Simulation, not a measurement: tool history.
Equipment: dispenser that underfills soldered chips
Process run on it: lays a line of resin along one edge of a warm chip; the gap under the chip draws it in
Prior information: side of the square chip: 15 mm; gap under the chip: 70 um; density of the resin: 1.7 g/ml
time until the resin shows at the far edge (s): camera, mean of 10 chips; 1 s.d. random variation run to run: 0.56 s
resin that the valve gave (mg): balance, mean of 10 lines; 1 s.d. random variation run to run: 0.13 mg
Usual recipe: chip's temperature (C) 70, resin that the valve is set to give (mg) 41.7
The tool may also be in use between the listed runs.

| run | hour | chip's temperature (C) | resin that the valve is set to give (mg) | time until the resin shows at the far edge (s) | resin that the valve gave (mg) |
|---|---|---|---|---|---|
| 1 | 0 | 70 | 41.7 | 72.8 | 41.73 |
| 2 | 3.9 | 68 | 41.7 | 95.3 | 41.8 |
| 3 | 9.1 | 70 | 53.1 | 49.4 | 53.01 |
| 4 | 16.3 | 82 | 41.7 | 46.9 | 41.4 |
| 5 | 24.2 | 82 | 41.7 | 31.2 | 41.31 |
| 6 | 30.4 | 70 | 41.7 | 63.6 | 41.04 |
| 7 | 35.7 | 60 | 41.5 | 117.5 | 40.77 |
| 8 | 43 | 77 | 43.3 | 40.1 | 42.58 |
| 9 | 50.6 | 77 | 43.3 | 58.9 | 42.4 |
| 10 | 56.7 | 72 | 47.1 | 94.8 | 46 |
| 11 | 61.3 | 56 | 37.4 | 95.4 | 36.47 |
| 12 | 66.2 | 70 | 46.6 | 70.1 | 45.22 |

The log once held 4 entries between its listed runs, left out of this copy. Where does each go, and what is different about the tool's unlogged condition between the listed run before it and the listed run after it?
Runs 2 to 3: new syringe of resin (hour 7.8)
  resin's viscosity, % of fresh resin's: 186.6 -> 106.1; dose that the valve gives, % of what is set: 99.72 -> 99.53; true chip temperature over the reading, C: 0.24 -> 0.25
  difference, measured minus the result without the unlogged condition, time until the resin shows at the far edge (s): +43.8 -> +2.4; resin that the valve gave (mg): -0.11 -> -0.25
Runs 4 to 5: new syringe of resin (hour 24.2)
  resin's viscosity, % of fresh resin's: 149.5 -> 99.4; dose that the valve gives, % of what is set: 99.22 -> 98.9; true chip temperature over the reading, C: 0.27 -> 0.28
  difference, measured minus the result without the unlogged condition, time until the resin shows at the far edge (s): +15.3 -> -0.5; resin that the valve gave (mg): -0.33 -> -0.46
Runs 7 to 8: new syringe of resin (hour 40.9)
  resin's viscosity, % of fresh resin's: 171.3 -> 111.7; dose that the valve gives, % of what is set: 98.42 -> 98.11; true chip temperature over the reading, C: 0.31 -> 0.32
  difference, measured minus the result without the unlogged condition, time until the resin shows at the far edge (s): +48.2 -> +3.9; resin that the valve gave (mg): -0.65 -> -0.82
Runs 10 to 11: new syringe of resin (hour 57.7)
  resin's viscosity, % of fresh resin's: 214.4 -> 118.1; dose that the valve gives, % of what is set: 97.52 -> 97.36
  difference, measured minus the result without the unlogged condition, time until the resin shows at the far edge (s): +50 -> +14; resin that the valve gave (mg): -1.16 -> -0.99
